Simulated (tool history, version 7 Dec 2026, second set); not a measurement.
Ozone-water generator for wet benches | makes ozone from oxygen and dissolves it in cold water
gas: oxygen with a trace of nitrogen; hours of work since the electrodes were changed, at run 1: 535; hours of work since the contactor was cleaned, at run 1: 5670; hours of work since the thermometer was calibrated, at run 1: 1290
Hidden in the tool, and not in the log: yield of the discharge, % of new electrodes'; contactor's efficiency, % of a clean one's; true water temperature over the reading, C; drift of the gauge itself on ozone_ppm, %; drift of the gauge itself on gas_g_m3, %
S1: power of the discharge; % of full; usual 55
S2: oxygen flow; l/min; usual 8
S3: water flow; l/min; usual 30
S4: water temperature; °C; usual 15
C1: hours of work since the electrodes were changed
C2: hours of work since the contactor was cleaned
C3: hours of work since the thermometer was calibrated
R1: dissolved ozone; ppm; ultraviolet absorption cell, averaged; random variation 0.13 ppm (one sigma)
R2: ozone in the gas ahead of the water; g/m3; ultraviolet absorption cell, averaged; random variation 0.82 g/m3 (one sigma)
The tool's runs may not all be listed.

run 1 day=0 | S1=55 S2=8 S3=30 S4=15 | C1=535 C2=5670 C3=1290 | R1=12.3 R2=128.4
run 2 day=1.283 | S1=55 S2=8 S3=30 S4=15 | C1=555 C2=5689 C3=1310 | R1=12.1 R2=128.1
run 3 day=2.329 | S1=55 S2=8 S3=30 S4=15 | C1=571 C2=5706 C3=1326 | R1=12.1 R2=128
run 4 day=3.633 | S1=55 S2=8 S3=30 S4=15 | C1=591 C2=5725 C3=1346 | R1=12 R2=128
run 5 day=5.375 | S1=55 S2=8 S3=30 S4=15 | C1=617 C2=5752 C3=1373 | R1=12.1 R2=128.2
run 6 day=7.104 | S1=55 S2=8 S3=30 S4=15 | C1=644 C2=5778 C3=1399 | R1=12.2 R2=129.3
run 7 day=8.254 | S1=55 S2=8 S3=30 S4=15 | C1=661 C2=5796 C3=1417 | R1=12.2 R2=127.5
run 8 day=9.671 | S1=55 S2=8 S3=30 S4=15 | C1=683 C2=5818 C3=1438 | R1=12.1 R2=128.1
run 9 day=10.542 | S1=55 S2=8 S3=30 S4=15 | C1=696 C2=5831 C3=1452 | R1=12.1 R2=127.5
run 10 day=12.508 | S1=55 S2=8 S3=30 S4=15 | C1=726 C2=5861 C3=1482 | R1=12.2 R2=128.2
run 11 day=14.538 | S1=55 S2=8 S3=30 S4=15 | C1=757 C2=5892 C3=1513 | R1=12.1 R2=126.9
run 12 day=16.192 | S1=55 S2=8 S3=30 S4=15 | C1=783 C2=5917 C3=1538 | R1=11.8 R2=126.7
run 13 day=18.05 | S1=55 S2=8 S3=30 S4=15 | C1=811 C2=5946 C3=1566 | R1=11.9 R2=128.5
run 14 day=19.975 | S1=55 S2=8 S3=30 S4=15 | C1=840 C2=5975 C3=1596 | R1=12.1 R2=127.9
run 15 day=21.442 | S1=55 S2=10.81 S3=30 S4=15 | C1=863 C2=5997 C3=1618 | R1=12.2 R2=109.4
run 16 day=23.542 | S1=55 S2=8 S3=39 S4=15 | C1=895 C2=6030 C3=1650 | R1=9.3 R2=125.3
run 17 day=25.404 | S1=55 S2=4.77 S3=39 S4=15 | C1=923 C2=6058 C3=1679 | R1=8.3 R2=163.8
run 18 day=26.775 | S1=55 S2=10.78 S3=39 S4=15 | C1=944 C2=6079 C3=1700 | R1=9.7 R2=110

The next listed run, before its measurement:
run 19 day=27.708 | S1=98 S2=10.78 S3=29 S4=15 | C1=959 C2=6093 C3=1714 | R1=? R2=?

R1: 17.8 ppm
R2: 158.4 g/m3
Without the tool's hidden state the same run would have given R1 19.6 ppm, R2 162 g/m3.
